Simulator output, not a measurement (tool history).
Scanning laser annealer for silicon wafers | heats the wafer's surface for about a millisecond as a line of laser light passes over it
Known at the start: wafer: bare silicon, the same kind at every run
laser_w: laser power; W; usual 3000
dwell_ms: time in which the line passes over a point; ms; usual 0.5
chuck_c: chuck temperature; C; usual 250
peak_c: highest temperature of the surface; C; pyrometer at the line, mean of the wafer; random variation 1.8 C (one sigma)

| run | day | laser_w | dwell_ms | chuck_c | peak_c |
|---|---|---|---|---|---|
| 1 | 0 | 3000 | 0.5 | 250 | 1040 |
| 2 | 0.854 | 3000 | 0.5 | 250 | 1041 |
| 3 | 2.608 | 3000 | 0.5 | 250 | 1036 |
| 4 | 3.925 | 3000 | 0.5 | 250 | 1030 |
| 5 | 5.696 | 3000 | 0.5 | 215 | 998 |
| 6 | 7.554 | 3000 | 0.5 | 215 | 997 |
| 7 | 8.638 | 3000 | 0.5 | 215 | 994 |
| 8 | 10.454 | 2601 | 0.5 | 250 | 932 |
| 9 | 11.262 | 2601 | 0.5 | 250 | 929 |
| 10 | 12.2 | 3047 | 0.5 | 250 | 1033 |
|  | 12.417 | laser's power meter calibrated |
| 11 | 13.2 | 3047 | 0.5 | 250 | 1031 |
| 12 | 14.683 | 3047 | 0.5 | 250 | 1029 |
| 13 | 15.767 | 3047 | 0.5 | 250 | 1029 |
| 14 | 17.025 | 3047 | 0.5 | 256 | 1036 |
| 15 | 18.346 | 3127 | 0.606 | 271 | 1135 |
| 16 | 19.179 | 3127 | 0.419 | 276 | 1006 |
|  | 20.504 | laser's power meter calibrated, once more |
| 17 | 21.112 | 3282 | 0.469 | 250 | 1065 |
| 18 | 22.021 | 2818 | 0.48 | 273 | 985 |
| 19 | 23.046 | 2767 | 0.584 | 224 | 993 |
| 20 | 23.958 | 2767 | 0.584 | 224 | 991 |
| 21 | 24.775 | 2767 | 0.584 | 224 | 989 |
| 22 | 25.754 | 2767 | 0.584 | 224 | 988 |
|  | 26.575 | window over the wafer cleaned |
| 23 | 26.717 | 2767 | 0.584 | 224 | 1018 |
| 24 | 27.7 | 2860 | 0.519 | 250 | 1022 |
| 25 | 29.15 | 3279 | 0.533 | 226 | 1111 |
| 26 | 31.058 | 2636 | 0.5 | 257 | 959 |
| 27 | 32.442 | 2636 | 0.5 | 257 | 960 |
| 28 | 33.454 | 2636 | 0.5 | 257 | 956 |

Forecast each of these 5 alternatives for the next run:
| A | 34.604 | 3000 | 0.367 | 252 | ? |
| B | 34.604 | 2636 | 0.5 | 286 | ? |
| C | 34.604 | 3171 | 0.415 | 265 | ? |
| D | 34.604 | 3000 | 0.5 | 245 | ? |
| E | 34.604 | 2880 | 0.384 | 247 | ? |

| run | peak_c |
|---|---|
| A | 931 |
| B | 987 |
| C | 1022 |
| D | 1029 |
| E | 918 |
Without the tool's hidden state the same runs would have given:
| run | peak_c |
|---|---|
| A | 954 |
| B | 1011 |
| C | 1047 |
| D | 1055 |
| E | 941 |
